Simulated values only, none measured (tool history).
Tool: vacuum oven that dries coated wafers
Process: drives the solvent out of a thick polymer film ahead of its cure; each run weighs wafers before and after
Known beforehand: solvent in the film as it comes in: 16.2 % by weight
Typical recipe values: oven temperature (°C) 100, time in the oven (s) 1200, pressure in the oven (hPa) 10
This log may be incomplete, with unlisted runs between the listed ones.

run,day,oven temperature (°C),time in the oven (s),pressure in the oven (hPa),solvent left in the film (%)
1,0,100,1200,10,1.26
2,0.492,100,1200,10,1.27
3,0.883,100,960,10,1.79
4,1.488,100,960,10,1.72
5,1.967,100,1200,10,1.25
6,2.4,100,1200,10,1.26
7,2.721,100,1200,10,1.29
8,3.154,100,1200,10,1.24
9,3.454,100,1200,25.7,2.24
10,3.879,100,1200,5,0.98
11,4.192,100,1200,5,0.94
12,4.446,100,1200,5,1.02
13,5.062,100,1200,10,1.29
14,5.508,100,1200,10,1.28
# day 5.646: oven's thermocouples calibrated
15,5.875,100,1200,7.2,1.13
16,6.288,100,1200,7.2,1.07
17,6.783,100,840,34.4,3.52

Estimate the outcome of run 18 from the log above:
# day 7.112: oven's thermocouples calibrated, once more
18,7.312,100,840,34.4,?

Run 18 measured solvent left in the film (%) 3.56.
Take away the tool's hidden state, keep the run-to-run variation as it was, and the same run would have given solvent left in the film (%) 3.57.
